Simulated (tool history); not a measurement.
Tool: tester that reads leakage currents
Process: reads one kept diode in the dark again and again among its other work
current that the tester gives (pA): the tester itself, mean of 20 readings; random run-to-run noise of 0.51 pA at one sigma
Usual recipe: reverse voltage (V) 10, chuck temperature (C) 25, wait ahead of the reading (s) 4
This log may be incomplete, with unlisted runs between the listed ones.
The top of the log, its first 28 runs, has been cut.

| run | hour | reverse voltage (V) | chuck temperature (C) | wait ahead of the reading (s) | current that the tester gives (pA) |
|---|---|---|---|---|---|
| 29 | 1429.4 | 1.1 | 52 | 0.47 | 471.8 |
| 30 | 1470.7 | 4.1 | 28 | 3.54 | 165.67 |
| 31 | 1506.2 | 10 | 32 | 1.24 | 312.99 |
| 32 | 1557.1 | 19.5 | 38 | 9.14 | 593.83 |
| 33 | 1621.3 | 19.5 | 38 | 1.5 | 599.2 |
|  | 1653.6 | probe card cleaned and baked |
| 34 | 1659.2 | 10 | 29 | 7.3 | 229.86 |
| 35 | 1719.8 | 1.3 | 23 | 0.5 | 72.63 |
| 36 | 1777.1 | 5.8 | 45 | 0.84 | 553.63 |
| 37 | 1828.2 | 6.4 | 39 | 0.31 | 392.55 |
| 38 | 1868.6 | 6.4 | 39 | 0.31 | 394.35 |
| 39 | 1921 | 6.4 | 39 | 0.31 | 396.14 |
| 40 | 1978.6 | 10 | 34 | 4 | 327.8 |

Alternative continuations, all from the tool just after run 40; predict every row:
| A | 2043.2 | 10.3 | 25 | 0.51 | ? |
| B | 2043.2 | 2.8 | 39 | 0.96 | ? |
| C | 2043.2 | 10.4 | 44 | 1.28 | ? |

| run | current that the tester gives (pA) |
|---|---|
| A | 182.64 |
| B | 289.49 |
| C | 643.46 |
With no hidden state in the tool, these same runs would have given:
| run | current that the tester gives (pA) |
|---|---|
| A | 174.87 |
| B | 280.12 |
| C | 622.74 |

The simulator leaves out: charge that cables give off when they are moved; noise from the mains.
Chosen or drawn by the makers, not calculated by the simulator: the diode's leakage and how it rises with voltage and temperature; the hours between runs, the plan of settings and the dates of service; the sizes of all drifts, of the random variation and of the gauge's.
